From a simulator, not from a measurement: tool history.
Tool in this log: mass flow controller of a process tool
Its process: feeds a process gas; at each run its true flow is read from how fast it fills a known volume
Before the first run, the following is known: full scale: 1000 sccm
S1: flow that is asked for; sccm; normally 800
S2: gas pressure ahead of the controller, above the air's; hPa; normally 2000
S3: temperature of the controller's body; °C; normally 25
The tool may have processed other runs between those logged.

{"run": 1, "hour": 0.0, "S1": 800, "S2": 2000, "S3": 25, "true flow (%)": 102.21}
{"run": 2, "hour": 277.9, "S1": 800, "S2": 2000, "S3": 25, "true flow (%)": 102.34}
{"run": 3, "hour": 527.5, "S1": 800, "S2": 2000, "S3": 25, "true flow (%)": 102.48}
{"run": 4, "hour": 666.4, "S1": 800, "S2": 2000, "S3": 25, "true flow (%)": 102.51}
{"run": 5, "hour": 788.2, "S1": 800, "S2": 2000, "S3": 25, "true flow (%)": 102.56}
{"run": 6, "hour": 1046.4, "S1": 800, "S2": 2000, "S3": 25, "true flow (%)": 102.56}
{"run": 7, "hour": 1204.7, "S1": 514, "S2": 2000, "S3": 25, "true flow (%)": 102.14}
{"hour": 1228.0, "done": "controller exchanged for a calibrated one"}
{"run": 8, "hour": 1464.3, "S1": 249, "S2": 1970, "S3": 28, "true flow (%)": 97.75}
{"run": 9, "hour": 1739.7, "S1": 249, "S2": 1970, "S3": 28, "true flow (%)": 97.9}
{"run": 10, "hour": 1965.9, "S1": 800, "S2": 1650, "S3": 32, "true flow (%)": 99.61}
{"run": 11, "hour": 2239.0, "S1": 800, "S2": 1650, "S3": 32, "true flow (%)": 99.7}
{"run": 12, "hour": 2389.6, "S1": 575, "S2": 2350, "S3": 32, "true flow (%)": 99.64}
{"run": 13, "hour": 2675.8, "S1": 575, "S2": 2350, "S3": 32, "true flow (%)": 99.65}
{"run": 14, "hour": 2832.1, "S1": 575, "S2": 2350, "S3": 32, "true flow (%)": 99.62}

Forecast each of these 4 alternatives for the next run:
{"run": "A", "hour": 3059.4, "S1": 247, "S2": 2000, "S3": 30, "true flow (%)": "?"}
{"run": "B", "hour": 3059.4, "S1": 757, "S2": 2000, "S3": 25, "true flow (%)": "?"}
{"run": "C", "hour": 3059.4, "S1": 416, "S2": 1610, "S3": 24, "true flow (%)": "?"}
{"run": "D", "hour": 3059.4, "S1": 682, "S2": 2560, "S3": 24, "true flow (%)": "?"}

run=A true_flow_(%)=98.70
run=B true_flow_(%)=99.80
run=C true_flow_(%)=98.43
run=D true_flow_(%)=99.89
Without the tool's unlogged condition, the same runs would have read:
run=A true_flow_(%)=97.89
run=B true_flow_(%)=99.28
run=C true_flow_(%)=97.79
run=D true_flow_(%)=99.36
